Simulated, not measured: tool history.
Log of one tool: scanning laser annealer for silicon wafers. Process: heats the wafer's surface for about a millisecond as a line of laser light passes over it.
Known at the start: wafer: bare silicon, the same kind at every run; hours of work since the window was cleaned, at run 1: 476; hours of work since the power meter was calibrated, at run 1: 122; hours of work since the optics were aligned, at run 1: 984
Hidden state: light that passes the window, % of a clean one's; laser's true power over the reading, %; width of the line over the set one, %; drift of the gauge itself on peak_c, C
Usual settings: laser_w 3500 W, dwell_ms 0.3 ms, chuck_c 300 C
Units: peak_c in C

run,hour,laser_w,dwell_ms,chuck_c,hours of work since the window was cleaned,hours of work since the power meter was calibrated,hours of work since the optics were aligned,peak_c
1,0,3500,0.3,300,476,122,984,1031
2,7.1,3500,0.3,300,481,127,989,1032
3,14.5,3500,0.3,300,485,131,994,1032
4,19.8,3500,0.3,300,489,135,997,1034
5,25.1,3500,0.3,284,492,138,1001,1017
6,31.6,3500,0.3,305,496,142,1005,1036
# hour 42.1: optics aligned, line set to its width
7,44.5,3500,0.3,305,501,147,2,1050
8,51.5,3500,0.3,300,506,152,6,1041
9,56.9,3500,0.3,300,509,155,9,1042
10,65.4,3500,0.3,300,515,161,15,1040
11,71.7,3500,0.3,300,519,165,19,1042
12,77,3113,0.259,318,522,168,22,931
# hour 80.8: laser's power meter calibrated
13,84.5,3113,0.259,318,525,2,25,930
14,91.9,3500,0.29,329,530,7,30,1060
15,95.9,3500,0.29,329,532,10,33,1062
16,103.7,3500,0.29,329,537,15,38,1060
17,110.4,3500,0.29,329,542,19,42,1061
18,117.1,3500,0.29,329,546,23,46,1060
19,126.1,3500,0.265,331,552,29,52,1034

5 ways to go on from here, each from the tool as it stands after run 19. What would each give?
# hour 135.4: laser's power meter calibrated, once more
A,135.4,3500,0.3,262,556,0,56,?
# hour 135.4: laser's power meter calibrated, once more
B,135.4,2982,0.305,300,556,0,56,?
# hour 135.4: laser's power meter calibrated, once more
C,135.4,3645,0.249,334,556,0,56,?
# hour 135.4: laser's power meter calibrated, once more
D,135.4,3500,0.212,267,556,0,56,?
# hour 135.4: laser's power meter calibrated, once more
E,135.4,3428,0.358,271,556,0,56,?

run,peak_c
A,994
B,926
C,1041
D,898
E,1048
Without the tool's hidden state the same runs would have given:
run,peak_c
A,1033
B,959
C,1079
D,932
E,1089
